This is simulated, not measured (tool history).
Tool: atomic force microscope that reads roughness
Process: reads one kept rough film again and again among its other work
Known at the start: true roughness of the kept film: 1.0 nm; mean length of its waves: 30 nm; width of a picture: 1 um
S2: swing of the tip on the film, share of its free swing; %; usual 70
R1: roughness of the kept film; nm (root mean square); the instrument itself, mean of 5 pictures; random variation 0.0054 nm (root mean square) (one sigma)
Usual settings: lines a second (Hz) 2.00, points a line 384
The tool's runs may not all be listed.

Run 1, day 0.000: usual settings. Result: R1 0.882 nm (root mean square).
Run 2, day 1.983: usual settings. Result: R1 0.840 nm (root mean square).
Run 3, day 3.371: usual settings but points a line 639. Result: R1 0.820 nm (root mean square).
At day 4.425: new tip fitted.
Run 4, day 6.000: usual settings but points a line 639. Result: R1 0.855 nm (root mean square).
Run 5, day 8.317: usual settings but lines a second (Hz) 0.86. Result: R1 0.840 nm (root mean square).
At day 8.988: new tip fitted.
Run 6, day 10.208: usual settings but lines a second (Hz) 0.86, points a line 478. Result: R1 0.907 nm (root mean square).
Run 7, day 11.762: usual settings but lines a second (Hz) 0.86, points a line 478. Result: R1 0.869 nm (root mean square).
At day 13.371: new tip fitted.
Run 8, day 14.204: usual settings but lines a second (Hz) 3.79. Result: R1 0.808 nm (root mean square).
Run 9, day 16.621: usual settings but lines a second (Hz) 3.79. Result: R1 0.766 nm (root mean square).
At day 17.808: new tip fitted.
Run 10, day 18.788: usual settings but points a line 298. Result: R1 0.855 nm (root mean square).
Run 11, day 20.362: usual settings but points a line 298. Result: R1 0.826 nm (root mean square).
Run 12, day 21.688: usual settings but points a line 462. Result: R1 0.805 nm (root mean square).
At day 22.262: new tip fitted.
Run 13, day 24.046: usual settings but points a line 462. Result: R1 0.843 nm (root mean square).
Run 14, day 25.575: usual settings but points a line 462. Result: R1 0.816 nm (root mean square).
At day 26.675: new tip fitted.
Run 15, day 27.608: usual settings but points a line 462. Result: R1 0.856 nm (root mean square).
Run 16, day 29.521: usual settings but points a line 462. Result: R1 0.826 nm (root mean square).
Run 17, day 30.958: usual settings but points a line 725. Result: R1 0.797 nm (root mean square).
At day 31.217: new tip fitted.
Run 18, day 33.671: usual settings but lines a second (Hz) 0.59. Result: R1 0.872 nm (root mean square).
At day 35.562: new tip fitted.
Run 19, day 36.075: usual settings but lines a second (Hz) 0.59. Result: R1 0.925 nm (root mean square).
Run 20, day 37.912: usual settings but lines a second (Hz) 0.59. Result: R1 0.877 nm (root mean square).
At day 40.142: new tip fitted.
Run 21, day 40.292: usual settings but lines a second (Hz) 0.59. Result: R1 0.932 nm (root mean square).
Run 22, day 42.288: usual settings but lines a second (Hz) 0.59. Result: R1 0.870 nm (root mean square).
Run 23, day 43.979: usual settings. Result: R1 0.792 nm (root mean square).
At day 44.662: new tip fitted.
Run 24, day 45.375: usual settings. Result: R1 0.861 nm (root mean square).
Run 25, day 47.900: usual settings. Result: R1 0.812 nm (root mean square).
At day 49.025: new tip fitted.
Run 26, day 49.367: usual settings. Result: R1 0.875 nm (root mean square).
Run 27, day 51.108: usual settings but lines a second (Hz) 3.28, S2 64 %, points a line 960. Result: R1 0.830 nm (root mean square).
At day 53.475: new tip fitted.
Run 28, day 53.604: usual settings but lines a second (Hz) 3.28, S2 64 %, points a line 960. Result: R1 0.868 nm (root mean square).
Run 29, day 54.954: usual settings but lines a second (Hz) 2.13, S2 64 %, points a line 450. Result: R1 0.863 nm (root mean square).
Run 30, day 57.667: usual settings but lines a second (Hz) 2.13, S2 74 %, points a line 835. Result: R1 0.781 nm (root mean square).
At day 57.971: new tip fitted.
Run 31, day 58.954: usual settings but lines a second (Hz) 1.26. Result: R1 0.878 nm (root mean square).
Run 32, day 60.925: usual settings but points a line 954. Result: R1 0.818 nm (root mean square).
Run 33, day 62.150: usual settings but lines a second (Hz) 1.14, points a line 315. Result: R1 0.803 nm (root mean square).
At day 62.350: new tip fitted.
Run 34, day 63.475: usual settings but lines a second (Hz) 3.18, points a line 355. Result: R1 0.817 nm (root mean square).
Run 35, day 66.038: usual settings but lines a second (Hz) 3.18, points a line 355. Result: R1 0.765 nm (root mean square).
At day 66.696: new tip fitted.
Run 36, day 68.079: usual settings but lines a second (Hz) 3.44, S2 85 %. Result: R1 0.702 nm (root mean square).
Run 37, day 70.767: usual settings but lines a second (Hz) 3.44, S2 85 %. Result: R1 0.648 nm (root mean square).
At day 71.125: new tip fitted.
Run 38, day 72.883: usual settings but lines a second (Hz) 0.82, points a line 476. Result: R1 0.873 nm (root mean square).
Run 39, day 74.425: usual settings but lines a second (Hz) 0.82, S2 56 %, points a line 476. Result: R1 0.870 nm (root mean square).
At day 75.550: new tip fitted.
Run 40, day 75.554: usual settings but lines a second (Hz) 1.71, S2 87 %, points a line 585. Result: R1 0.820 nm (root mean square).
Run 41, day 76.967: usual settings but lines a second (Hz) 1.71, S2 87 %, points a line 585. Result: R1 0.786 nm (root mean square).
Run 42, day 79.354: usual settings but lines a second (Hz) 1.71, S2 87 %, points a line 585. Result: R1 0.747 nm (root mean square).
At day 80.050: new tip fitted.
Run 43, day 81.725: usual settings but lines a second (Hz) 1.71, S2 87 %, points a line 585. Result: R1 0.787 nm (root mean square).
Run 44, day 82.896: usual settings but points a line 659. Result: R1 0.813 nm (root mean square).
At day 84.546: new tip fitted.
Run 45, day 85.479: usual settings but points a line 317. Result: R1 0.846 nm (root mean square).
Run 46, day 86.879: usual settings but lines a second (Hz) 2.96, S2 77 %. Result: R1 0.759 nm (root mean square).
Run 47, day 88.417: usual settings but lines a second (Hz) 0.72. Result: R1 0.832 nm (root mean square).
At day 89.100: new tip fitted.
Run 48, day 90.808: usual settings but lines a second (Hz) 0.72. Result: R1 0.870 nm (root mean square).
At day 93.496: new tip fitted.
Run 49, day 93.496: usual settings but lines a second (Hz) 1.68, S2 63 %, points a line 256. Result: R1 0.895 nm (root mean square).
Run 50, day 95.821: usual settings but lines a second (Hz) 1.13, points a line 572. Result: R1 0.850 nm (root mean square).

5 ways to go on from here, each from the tool as it stands after run 50. What would each give?
At day 97.888: new tip fitted.
Run A, day 98.362: usual settings but lines a second (Hz) 1.13, S2 78 %, points a line 1021. Result: R1 ?.
At day 97.888: new tip fitted.
Run B, day 98.362: usual settings but lines a second (Hz) 1.74, S2 88 %, points a line 572. Result: R1 ?.
At day 97.888: new tip fitted.
Run C, day 98.362: usual settings but lines a second (Hz) 1.13, S2 89 %, points a line 572. Result: R1 ?.
At day 97.888: new tip fitted.
Run D, day 98.362: usual settings but lines a second (Hz) 0.67, S2 80 %, points a line 375. Result: R1 ?.
At day 97.888: new tip fitted.
Run E, day 98.362: usual settings but lines a second (Hz) 3.27, points a line 802. Result: R1 ?.

run     R1
  A  0.884
  B  0.799
  C  0.838
  D  0.886
  E  0.822
Without the tool's hidden state the same runs would have given:
run     R1
  A  0.916
  B  0.828
  C  0.869
  D  0.919
  E  0.852
